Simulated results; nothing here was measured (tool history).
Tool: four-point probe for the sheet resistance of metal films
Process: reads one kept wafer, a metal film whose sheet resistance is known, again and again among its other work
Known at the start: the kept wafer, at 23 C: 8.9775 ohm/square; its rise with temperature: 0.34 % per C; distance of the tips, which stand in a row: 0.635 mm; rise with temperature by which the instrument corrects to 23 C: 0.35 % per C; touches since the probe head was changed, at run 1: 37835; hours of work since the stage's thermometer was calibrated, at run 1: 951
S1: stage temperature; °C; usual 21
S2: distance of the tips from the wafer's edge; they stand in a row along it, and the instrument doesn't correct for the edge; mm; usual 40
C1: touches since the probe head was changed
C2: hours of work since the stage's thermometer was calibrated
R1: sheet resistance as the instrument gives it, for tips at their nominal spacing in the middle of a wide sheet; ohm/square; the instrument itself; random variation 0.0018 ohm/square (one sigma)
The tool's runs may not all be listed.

{"run": 1, "hour": 0.0, "S1": 21, "S2": 40, "C1": 37835, "C2": 951, "R1": 9.005845}
{"run": 2, "hour": 124.1, "S1": 21, "S2": 40, "C1": 42760, "C2": 1022, "R1": 9.002651}
{"run": 3, "hour": 240.8, "S1": 21, "S2": 40, "C1": 47396, "C2": 1088, "R1": 8.999313}
{"run": 4, "hour": 345.2, "S1": 21, "S2": 40, "C1": 51538, "C2": 1148, "R1": 8.997522}
{"run": 5, "hour": 468.5, "S1": 21, "S2": 4, "C1": 56434, "C2": 1218, "R1": 9.117741}
{"run": 6, "hour": 579.8, "S1": 19, "S2": 40, "C1": 60854, "C2": 1281, "R1": 8.995005}
{"run": 7, "hour": 673.5, "S1": 21, "S2": 40, "C1": 64571, "C2": 1334, "R1": 8.989192}
{"run": 8, "hour": 798.3, "S1": 21, "S2": 40, "C1": 69525, "C2": 1405, "R1": 8.986391}
{"run": 9, "hour": 931.1, "S1": 35, "S2": 40, "C1": 74799, "C2": 1481, "R1": 8.970195}
{"run": 10, "hour": 988.3, "S1": 31, "S2": 40, "C1": 77069, "C2": 1513, "R1": 8.972066}
{"run": 11, "hour": 1129.5, "S1": 31, "S2": 40, "C1": 82675, "C2": 1594, "R1": 8.968997}
{"run": 12, "hour": 1268.9, "S1": 21, "S2": 40, "C1": 88210, "C2": 1673, "R1": 8.978857}
{"run": 13, "hour": 1395.8, "S1": 21, "S2": 40, "C1": 93246, "C2": 1745, "R1": 8.975978}
{"run": 14, "hour": 1498.3, "S1": 21, "S2": 40, "C1": 97317, "C2": 1803, "R1": 8.976016}
{"run": 15, "hour": 1607.3, "S1": 21, "S2": 40, "C1": 101645, "C2": 1865, "R1": 8.970395}
{"hour": 1696.0, "done": "stage's thermometer calibrated"}
{"run": 16, "hour": 1716.5, "S1": 21, "S2": 3, "C1": 105961, "C2": 12, "R1": 9.194267}
{"run": 17, "hour": 1803.0, "S1": 21, "S2": 3, "C1": 109394, "C2": 61, "R1": 9.189772}
{"run": 18, "hour": 1927.5, "S1": 21, "S2": 3, "C1": 114336, "C2": 132, "R1": 9.188138}
{"run": 19, "hour": 2034.7, "S1": 21, "S2": 3, "C1": 118589, "C2": 193, "R1": 9.190132}
{"run": 20, "hour": 2163.4, "S1": 21, "S2": 40, "C1": 123700, "C2": 266, "R1": 8.974875}
{"run": 21, "hour": 2268.5, "S1": 21, "S2": 40, "C1": 127873, "C2": 326, "R1": 8.973558}
{"run": 22, "hour": 2345.2, "S1": 21, "S2": 40, "C1": 130918, "C2": 369, "R1": 8.971959}
{"run": 23, "hour": 2441.3, "S1": 20, "S2": 40, "C1": 134734, "C2": 424, "R1": 8.97081}
{"run": 24, "hour": 2528.6, "S1": 26, "S2": 13, "C1": 138201, "C2": 474, "R1": 8.968637}
{"run": 25, "hour": 2604.4, "S1": 32, "S2": 31, "C1": 141209, "C2": 517, "R1": 8.957192}
{"hour": 2699.8, "done": "new probe head fitted"}
{"run": 26, "hour": 2708.7, "S1": 25, "S2": 54, "C1": 356, "C2": 575, "R1": 8.88545}
{"run": 27, "hour": 2849.0, "S1": 25, "S2": 54, "C1": 5925, "C2": 655, "R1": 8.880544}
{"run": 28, "hour": 2980.7, "S1": 21, "S2": 74, "C1": 11153, "C2": 730, "R1": 8.882805}
{"run": 29, "hour": 3059.7, "S1": 28, "S2": 14, "C1": 14288, "C2": 775, "R1": 8.883521}
{"run": 30, "hour": 3158.6, "S1": 28, "S2": 14, "C1": 18214, "C2": 831, "R1": 8.878341}
{"run": 31, "hour": 3290.3, "S1": 23, "S2": 47, "C1": 23445, "C2": 906, "R1": 8.870536}
{"run": 32, "hour": 3399.2, "S1": 19, "S2": 17, "C1": 27768, "C2": 968, "R1": 8.881501}
{"run": 33, "hour": 3505.8, "S1": 30, "S2": 3, "C1": 32000, "C2": 1029, "R1": 9.069818}
{"run": 34, "hour": 3593.6, "S1": 30, "S2": 3, "C1": 35485, "C2": 1079, "R1": 9.068918}
{"run": 35, "hour": 3705.0, "S1": 30, "S2": 3, "C1": 39908, "C2": 1142, "R1": 9.069964}
{"run": 36, "hour": 3841.5, "S1": 23, "S2": 23, "C1": 45326, "C2": 1220, "R1": 8.864969}
{"run": 37, "hour": 3920.3, "S1": 18, "S2": 14, "C1": 48452, "C2": 1264, "R1": 8.876981}
{"run": 38, "hour": 4046.3, "S1": 27, "S2": 74, "C1": 53458, "C2": 1336, "R1": 8.856631}
{"run": 39, "hour": 4119.0, "S1": 27, "S2": 13, "C1": 56341, "C2": 1377, "R1": 8.865032}
{"run": 40, "hour": 4191.5, "S1": 27, "S2": 13, "C1": 59222, "C2": 1419, "R1": 8.86003}
{"run": 41, "hour": 4263.5, "S1": 19, "S2": 54, "C1": 62080, "C2": 1460, "R1": 8.857759}
{"run": 42, "hour": 4384.9, "S1": 26, "S2": 5, "C1": 66897, "C2": 1529, "R1": 8.924309}
{"run": 43, "hour": 4473.9, "S1": 23, "S2": 11, "C1": 70430, "C2": 1579, "R1": 8.861542}
{"run": 44, "hour": 4590.0, "S1": 27, "S2": 57, "C1": 75042, "C2": 1645, "R1": 8.843205}
{"run": 45, "hour": 4701.0, "S1": 19, "S2": 73, "C1": 79447, "C2": 1708, "R1": 8.849555}

Hidden state at the last listed run before each entry between runs and at the first one after, where it differs:
Between runs 15 and 16: stage's thermometer calibrated (hour 1696.0)
  inner tips' distance over the nominal, %: 0.051 -> 0.033; tips' flats over new ones', %: 80 -> 84; wafer's true temperature over the reading, C: -0.49 -> -0.03
  measured less the result without the state, R1: -0.010064 -> +0.002351 ohm/square
Between runs 25 and 26: new probe head fitted (hour 2699.8)
  inner tips' distance over the nominal, %: -0.104 -> -0.885; tips' flats over new ones', %: 112 -> 0; wafer's true temperature over the reading, C: -0.18 -> -0.2
  measured less the result without the state, R1: -0.015555 -> -0.091936 ohm/square
